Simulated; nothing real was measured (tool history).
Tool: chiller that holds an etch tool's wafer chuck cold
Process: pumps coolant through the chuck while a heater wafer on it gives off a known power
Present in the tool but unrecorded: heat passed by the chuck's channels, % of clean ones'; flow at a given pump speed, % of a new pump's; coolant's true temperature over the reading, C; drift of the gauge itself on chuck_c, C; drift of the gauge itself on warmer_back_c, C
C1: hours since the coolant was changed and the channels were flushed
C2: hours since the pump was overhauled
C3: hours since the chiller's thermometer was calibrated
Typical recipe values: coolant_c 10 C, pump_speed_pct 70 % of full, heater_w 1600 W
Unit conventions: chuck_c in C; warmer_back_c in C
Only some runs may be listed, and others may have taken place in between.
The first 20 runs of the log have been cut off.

Run 21, day 88.850: usual settings but coolant_c 13 C, heater_w 994 W; C1 1115; C2 1352; C3 3984. Result: chuck_c 23.2 C, warmer_back_c 2.49 C.
Run 22, day 91.900: usual settings but coolant_c 11 C, pump_speed_pct 86 % of full; C1 1188; C2 1425; C3 4058. Result: chuck_c 25.1 C, warmer_back_c 3.19 C.
Run 23, day 94.629: usual settings but coolant_c 2 C, pump_speed_pct 66 % of full, heater_w 1764 W; C1 1254; C2 1490; C3 4123. Result: chuck_c 20.6 C, warmer_back_c 4.70 C.
Run 24, day 97.804: usual settings but coolant_c 11 C, pump_speed_pct 90 % of full; C1 1330; C2 1567; C3 4199. Result: chuck_c 24.6 C, warmer_back_c 3.08 C.
Run 25, day 100.471: usual settings but coolant_c 19 C, pump_speed_pct 90 % of full, heater_w 1182 W; C1 1394; C2 1631; C3 4263. Result: chuck_c 29.3 C, warmer_back_c 2.28 C.
Run 26, day 103.833: usual settings but coolant_c 17 C, pump_speed_pct 69 % of full, heater_w 1880 W; C1 1475; C2 1711; C3 4344. Result: chuck_c 36.3 C, warmer_back_c 4.69 C.
Run 27, day 108.375: usual settings but pump_speed_pct 77 % of full, heater_w 1599 W; C1 1584; C2 1820; C3 4453. Result: chuck_c 25.4 C, warmer_back_c 3.51 C.
At day 112.242: chiller's thermometer calibrated.
Run 28, day 112.242: usual settings but pump_speed_pct 65 % of full, heater_w 1572 W; C1 1675; C2 1912; C3 0. Result: chuck_c 26.7 C, warmer_back_c 4.24 C.
Run 29, day 116.775: usual settings but coolant_c 3 C, pump_speed_pct 62 % of full, heater_w 1572 W; C1 1784; C2 2021; C3 109. Result: chuck_c 20.3 C, warmer_back_c 4.45 C.
Run 30, day 122.046: usual settings but coolant_c 3 C, pump_speed_pct 86 % of full, heater_w 1572 W; C1 1911; C2 2147; C3 235. Result: chuck_c 16.9 C, warmer_back_c 3.02 C.
Run 31, day 125.650: usual settings; C1 1997; C2 2234; C3 322. Result: chuck_c 26.3 C, warmer_back_c 3.94 C.
Run 32, day 130.496: usual settings but heater_w 1010 W; C1 2113; C2 2350; C3 438. Result: chuck_c 20.2 C, warmer_back_c 2.43 C.

Branching from run 32: 4 alternative next runs. What would each branch give?
Run A, day 132.917: usual settings but coolant_c 1 C, heater_w 1568 W; C1 2172; C2 2408; C3 496. Result: chuck_c ?, warmer_back_c ?.
Run B, day 132.917: usual settings but pump_speed_pct 83 % of full, heater_w 1026 W; C1 2172; C2 2408; C3 496. Result: chuck_c ?, warmer_back_c ?.
Run C, day 132.917: usual settings but coolant_c 13 C, pump_speed_pct 84 % of full, heater_w 1010 W; C1 2172; C2 2408; C3 496. Result: chuck_c ?, warmer_back_c ?.
Run D, day 132.917: usual settings but pump_speed_pct 90 % of full, heater_w 1010 W; C1 2172; C2 2408; C3 496. Result: chuck_c ?, warmer_back_c ?.

run  chuck_c  warmer_back_c
  A     16.9           3.82
  B     19.1           2.02
  C     22.0           1.96
  D     18.5           1.78
What these runs would have given with no unlogged condition in the tool:
run  chuck_c  warmer_back_c
  A     16.8           3.99
  B     19.1           2.20
  C     22.0           2.14
  D     18.5           1.96
